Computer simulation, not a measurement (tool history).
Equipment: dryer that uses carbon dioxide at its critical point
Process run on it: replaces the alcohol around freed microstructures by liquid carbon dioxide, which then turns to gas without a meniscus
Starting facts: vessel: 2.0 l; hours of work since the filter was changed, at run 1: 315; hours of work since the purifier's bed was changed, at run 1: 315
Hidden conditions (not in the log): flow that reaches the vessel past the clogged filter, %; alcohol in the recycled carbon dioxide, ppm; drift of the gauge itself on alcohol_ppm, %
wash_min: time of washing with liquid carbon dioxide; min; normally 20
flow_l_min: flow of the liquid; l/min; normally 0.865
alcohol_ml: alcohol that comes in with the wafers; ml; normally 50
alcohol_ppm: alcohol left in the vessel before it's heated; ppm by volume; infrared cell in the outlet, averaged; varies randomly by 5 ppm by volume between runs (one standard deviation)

run   hour  wash_min  flow_l_min  alcohol_ml  hours of work since the filter was changed  hours of work since the purifier's bed was changed  alcohol_ppm
  1      0        20       0.865          50                                         315                                                 315           43
  2   20.9        20       0.865          50                                         325                                                 325           47
  3   41.3        20       0.865          50                                         335                                                 335           39
  4   55.9        20       0.865          50                                         343                                                 343           48
  5   68.3        20       0.865          50                                         349                                                 349           50
  6   96.7        20       0.865          50                                         362                                                 362           50
  7  110.9        20       0.865          50                                         369                                                 369           45
     117.4  -- inlet filter changed
  8  124.9        20       0.865          50                                           4                                                 376           41
  9  145.3        20       0.865          50                                          14                                                 385           46
 10    167        20       0.865          50                                          24                                                 396           37
 11    189        20       0.865         105                                          35                                                 407           53
 12  212.2        20       0.865         105                                          46                                                 418           63
 13  239.9        20       0.865         105                                          59                                                 431           51
 14  259.6        20       0.865         105                                          69                                                 441           58
 15  271.7        20       0.865          50                                          75                                                 447           54
 16  286.7        20       0.865          50                                          82                                                 454           53
 17  302.4        20        0.61          50                                          90                                                 462          106
 18  326.3        20        0.61          50                                         101                                                 473          116
 19  351.6        20        0.61          50                                         114                                                 486          109
 20  368.5        20        0.61          50                                         122                                                 494          114
 21  385.3        20       0.865          62                                         130                                                 502           45
 22  402.5        20       0.865          62                                         138                                                 510           56
 23  422.5        20       0.865          62                                         148                                                 520           62
 24  447.5        17       1.105          31                                         160                                                 532           51
 25  476.4        17       1.105          31                                         174                                                 546           56
 26  491.6        17       1.105          31                                         182                                                 554           60
 27  505.5        13        0.62          71                                         188                                                 560          796
 28  518.1        13        0.62          71                                         195                                                 567          827
 29  532.4        13        0.62          71                                         202                                                 573          833
 30  547.4        20       0.614          56                                         209                                                 581          135
 31  560.5        20       0.614          56                                         215                                                 587          142
 32    577        20       0.614          56                                         223                                                 595          137
 33  591.8        17       0.838          28                                         230                                                 602           77
 34  618.9        20        0.89          20                                         244                                                 616           50
 35    637        17       1.245          47                                         252                                                 624           65
 36  662.1        17       1.245          47                                         265                                                 636           63
 37  675.7        17       0.604          47                                         271                                                 643          256
 38  695.4        18       0.865          32                                         281                                                 653           72
 39  713.2        24       1.416          78                                         289                                                 661           62
 40  740.7        26       0.865          45                                         303                                                 675           60
 41  754.6        26       0.865          45                                         310                                                 681           62
 42  771.1        26       0.865          45                                         318                                                 689           72
 43  789.5        14       0.865          45                                         326                                                 698          165
 44    809        20        0.89          79                                         336                                                 708           81
 45  835.8        23       1.026          50                                         349                                                 721           74
 46  855.3        16       0.865          67                                         358                                                 730          144

For some of the steps in alcohol_ppm from one run to the next: how much would appear even if the tool had no hidden state, given the settings, what came in and random variation, and how much remains for the hidden state plus any gauge scatter that the measured result and the result without hidden state don't share?
Run 26 -> 27: wash_min 17 -> 13, flow_l_min 1.105 -> 0.62, alcohol_ml 31 -> 71. alcohol_ppm +736 ppm by volume: hidden state +97, all else +639.
Run 29 -> 30: wash_min 13 -> 20, flow_l_min 0.62 -> 0.614, alcohol_ml 71 -> 56. alcohol_ppm -698 ppm by volume: hidden state -92, all else -606.
Run 36 -> 37: flow_l_min 1.245 -> 0.604. alcohol_ppm +193 ppm by volume: hidden state +43, all else +150.

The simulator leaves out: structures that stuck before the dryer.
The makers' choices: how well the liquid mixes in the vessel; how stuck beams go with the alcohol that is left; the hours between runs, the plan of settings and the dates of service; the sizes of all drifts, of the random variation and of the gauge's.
